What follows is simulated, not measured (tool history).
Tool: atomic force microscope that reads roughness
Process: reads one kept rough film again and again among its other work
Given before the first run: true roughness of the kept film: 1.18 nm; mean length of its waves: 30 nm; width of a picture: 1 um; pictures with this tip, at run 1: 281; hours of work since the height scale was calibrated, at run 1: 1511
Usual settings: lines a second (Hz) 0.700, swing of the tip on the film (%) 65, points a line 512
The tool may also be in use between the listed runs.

| run | hour | lines a second (Hz) | swing of the tip on the film (%) | points a line | pictures with this tip | hours of work since the height scale was calibrated | roughness of the kept film (nm (root mean square)) |
|---|---|---|---|---|---|---|---|
| 1 | 0.0 | 0.700 | 65 | 512 | 281 | 1511 | 1.019 |
| 2 | 35.8 | 0.700 | 65 | 512 | 321 | 1532 | 1.017 |
|  | 72.2 | new tip fitted |
| 3 | 82.4 | 0.700 | 65 | 512 | 11 | 1558 | 1.103 |
| 4 | 125.3 | 2.320 | 65 | 512 | 59 | 1583 | 1.020 |
| 5 | 194.0 | 2.320 | 65 | 512 | 136 | 1623 | 1.006 |
| 6 | 256.9 | 2.320 | 65 | 512 | 206 | 1660 | 0.990 |
| 7 | 335.1 | 2.320 | 65 | 512 | 293 | 1705 | 0.964 |
|  | 398.0 | new tip fitted |
| 8 | 412.8 | 0.700 | 62 | 512 | 17 | 1750 | 1.104 |
| 9 | 456.3 | 0.700 | 62 | 512 | 65 | 1775 | 1.102 |
|  | 483.9 | height scale calibrated on a step standard |
| 10 | 512.1 | 1.870 | 63 | 363 | 126 | 16 | 1.028 |
| 11 | 567.1 | 1.242 | 65 | 512 | 188 | 48 | 1.047 |
| 12 | 615.3 | 1.242 | 65 | 512 | 242 | 76 | 1.045 |
| 13 | 696.2 | 0.509 | 57 | 301 | 332 | 123 | 1.053 |
|  | 725.6 | height scale calibrated on a step standard, once more |
|  | 726.1 | new tip fitted |
| 14 | 750.8 | 3.327 | 62 | 976 | 27 | 14 | 1.011 |
| 15 | 808.6 | 0.700 | 66 | 264 | 92 | 48 | 1.060 |

How would selected steps in roughness of the kept film (nm (root mean square)) from run to run divide? Give the signed amount a tool lacking its hidden state would still show from settings, what came in and random variation, and the signed amount left for the hidden state, including any gauge scatter that is not in both of the compared results.
Hidden conditions of the tool in this case: radius of the tip, nm; height scale over the true one, %; drift of the gauge itself on roughness_nm, %.
Run 2 -> 3: new tip fitted. roughness of the kept film (nm (root mean square)) +0.086: hidden state +0.093, all else -0.007.
Run 7 -> 8: lines a second (Hz) 2.320 -> 0.700, swing of the tip on the film (%) 65 -> 62, new tip fitted. roughness of the kept film (nm (root mean square)) +0.140: hidden state +0.068, all else +0.072.
